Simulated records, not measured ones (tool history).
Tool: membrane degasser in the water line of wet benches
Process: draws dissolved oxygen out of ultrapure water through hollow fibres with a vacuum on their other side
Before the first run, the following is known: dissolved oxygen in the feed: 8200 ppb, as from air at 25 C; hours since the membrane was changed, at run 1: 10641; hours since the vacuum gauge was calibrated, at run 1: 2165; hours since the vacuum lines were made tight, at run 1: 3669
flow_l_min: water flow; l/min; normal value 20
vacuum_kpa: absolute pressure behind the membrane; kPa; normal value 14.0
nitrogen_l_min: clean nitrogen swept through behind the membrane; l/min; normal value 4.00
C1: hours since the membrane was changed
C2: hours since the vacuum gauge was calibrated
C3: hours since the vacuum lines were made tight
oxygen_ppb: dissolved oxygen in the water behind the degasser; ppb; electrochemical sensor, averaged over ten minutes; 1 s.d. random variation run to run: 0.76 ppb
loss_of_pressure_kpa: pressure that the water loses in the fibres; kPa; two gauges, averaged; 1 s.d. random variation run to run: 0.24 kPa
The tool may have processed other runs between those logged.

{"run": 1, "hour": 0.0, "flow_l_min": 20, "vacuum_kpa": 14.0, "nitrogen_l_min": 4.0, "C1": 10641, "C2": 2165, "C3": 3669, "oxygen_ppb": 152.5, "loss_of_pressure_kpa": 70.72}
{"run": 2, "hour": 221.2, "flow_l_min": 19, "vacuum_kpa": 14.0, "nitrogen_l_min": 4.0, "C1": 10863, "C2": 2386, "C3": 3890, "oxygen_ppb": 142.3, "loss_of_pressure_kpa": 67.51}
{"run": 3, "hour": 353.0, "flow_l_min": 20, "vacuum_kpa": 14.0, "nitrogen_l_min": 4.0, "C1": 10994, "C2": 2518, "C3": 4022, "oxygen_ppb": 153.9, "loss_of_pressure_kpa": 71.26}
{"run": 4, "hour": 574.2, "flow_l_min": 20, "vacuum_kpa": 14.0, "nitrogen_l_min": 4.0, "C1": 11216, "C2": 2739, "C3": 4243, "oxygen_ppb": 154.4, "loss_of_pressure_kpa": 71.58}
{"run": 5, "hour": 783.3, "flow_l_min": 20, "vacuum_kpa": 14.0, "nitrogen_l_min": 4.0, "C1": 11425, "C2": 2948, "C3": 4452, "oxygen_ppb": 155.8, "loss_of_pressure_kpa": 70.79}
{"run": 6, "hour": 964.3, "flow_l_min": 20, "vacuum_kpa": 14.0, "nitrogen_l_min": 4.0, "C1": 11606, "C2": 3129, "C3": 4633, "oxygen_ppb": 156.3, "loss_of_pressure_kpa": 71.54}
{"run": 7, "hour": 1135.6, "flow_l_min": 20, "vacuum_kpa": 14.0, "nitrogen_l_min": 4.0, "C1": 11777, "C2": 3301, "C3": 4805, "oxygen_ppb": 156.6, "loss_of_pressure_kpa": 71.91}
{"hour": 1300.7, "done": "seals of the vacuum lines changed"}
{"run": 8, "hour": 1396.9, "flow_l_min": 20, "vacuum_kpa": 14.0, "nitrogen_l_min": 4.0, "C1": 12036, "C2": 3560, "C3": 96, "oxygen_ppb": 153.7, "loss_of_pressure_kpa": 72.21}
{"run": 9, "hour": 1549.5, "flow_l_min": 20, "vacuum_kpa": 14.0, "nitrogen_l_min": 4.0, "C1": 12189, "C2": 3712, "C3": 249, "oxygen_ppb": 152.1, "loss_of_pressure_kpa": 72.34}
{"run": 10, "hour": 1710.4, "flow_l_min": 20, "vacuum_kpa": 14.0, "nitrogen_l_min": 4.0, "C1": 12350, "C2": 3873, "C3": 410, "oxygen_ppb": 152.5, "loss_of_pressure_kpa": 72.46}
{"run": 11, "hour": 1852.4, "flow_l_min": 20, "vacuum_kpa": 14.0, "nitrogen_l_min": 4.0, "C1": 12492, "C2": 4015, "C3": 552, "oxygen_ppb": 153.2, "loss_of_pressure_kpa": 72.62}
{"run": 12, "hour": 2085.2, "flow_l_min": 20, "vacuum_kpa": 14.0, "nitrogen_l_min": 4.0, "C1": 12725, "C2": 4248, "C3": 785, "oxygen_ppb": 153.8, "loss_of_pressure_kpa": 72.8}
{"run": 13, "hour": 2253.1, "flow_l_min": 20, "vacuum_kpa": 14.0, "nitrogen_l_min": 4.0, "C1": 12893, "C2": 4416, "C3": 952, "oxygen_ppb": 155.0, "loss_of_pressure_kpa": 72.96}
{"hour": 2322.6, "done": "membrane cartridge changed"}
{"run": 14, "hour": 2510.1, "flow_l_min": 20, "vacuum_kpa": 14.0, "nitrogen_l_min": 10.71, "C1": 188, "C2": 4669, "C3": 1205, "oxygen_ppb": 60.1, "loss_of_pressure_kpa": 62.97}
{"run": 15, "hour": 2769.1, "flow_l_min": 20, "vacuum_kpa": 14.0, "nitrogen_l_min": 10.71, "C1": 447, "C2": 4928, "C3": 1464, "oxygen_ppb": 60.1, "loss_of_pressure_kpa": 63.44}
{"run": 16, "hour": 2985.9, "flow_l_min": 20, "vacuum_kpa": 14.0, "nitrogen_l_min": 2.17, "C1": 663, "C2": 5145, "C3": 1681, "oxygen_ppb": 244.6, "loss_of_pressure_kpa": 62.9}
{"hour": 3137.0, "done": "vacuum gauge calibrated"}
{"run": 17, "hour": 3137.0, "flow_l_min": 23, "vacuum_kpa": 14.0, "nitrogen_l_min": 2.48, "C1": 814, "C2": 0, "C3": 1832, "oxygen_ppb": 248.3, "loss_of_pressure_kpa": 73.09}
{"run": 18, "hour": 3293.7, "flow_l_min": 17, "vacuum_kpa": 30.7, "nitrogen_l_min": 6.66, "C1": 971, "C2": 157, "C3": 1988, "oxygen_ppb": 175.5, "loss_of_pressure_kpa": 54.02}
{"run": 19, "hour": 3426.1, "flow_l_min": 16, "vacuum_kpa": 30.7, "nitrogen_l_min": 1.73, "C1": 1103, "C2": 289, "C3": 2121, "oxygen_ppb": 581.6, "loss_of_pressure_kpa": 51.27}
{"run": 20, "hour": 3635.2, "flow_l_min": 16, "vacuum_kpa": 30.7, "nitrogen_l_min": 1.73, "C1": 1312, "C2": 498, "C3": 2330, "oxygen_ppb": 574.6, "loss_of_pressure_kpa": 51.06}
{"run": 21, "hour": 3900.1, "flow_l_min": 27, "vacuum_kpa": 12.9, "nitrogen_l_min": 3.22, "C1": 1577, "C2": 763, "C3": 2595, "oxygen_ppb": 224.6, "loss_of_pressure_kpa": 86.54}
{"run": 22, "hour": 4129.7, "flow_l_min": 16, "vacuum_kpa": 12.9, "nitrogen_l_min": 4.33, "C1": 1807, "C2": 993, "C3": 2825, "oxygen_ppb": 93.1, "loss_of_pressure_kpa": 51.11}
{"run": 23, "hour": 4378.4, "flow_l_min": 20, "vacuum_kpa": 30.4, "nitrogen_l_min": 4.0, "C1": 2055, "C2": 1241, "C3": 3073, "oxygen_ppb": 337.7, "loss_of_pressure_kpa": 64.46}
{"run": 24, "hour": 4593.4, "flow_l_min": 29, "vacuum_kpa": 9.7, "nitrogen_l_min": 4.0, "C1": 2270, "C2": 1456, "C3": 3288, "oxygen_ppb": 161.0, "loss_of_pressure_kpa": 93.47}

Expected results for the next run?
{"run": 25, "hour": 4750.8, "flow_l_min": 29, "vacuum_kpa": 9.7, "nitrogen_l_min": 4.0, "C1": 2428, "C2": 1614, "C3": 3446, "oxygen_ppb": "?", "loss_of_pressure_kpa": "?"}

Run 25 yielded oxygen_ppb 160.9 ppb, loss_of_pressure_kpa 93.49 kPa.
If the tool had no hidden condition, the same run with the same run-to-run variation would have returned oxygen_ppb 151.5 ppb, loss_of_pressure_kpa 91.08 kPa.

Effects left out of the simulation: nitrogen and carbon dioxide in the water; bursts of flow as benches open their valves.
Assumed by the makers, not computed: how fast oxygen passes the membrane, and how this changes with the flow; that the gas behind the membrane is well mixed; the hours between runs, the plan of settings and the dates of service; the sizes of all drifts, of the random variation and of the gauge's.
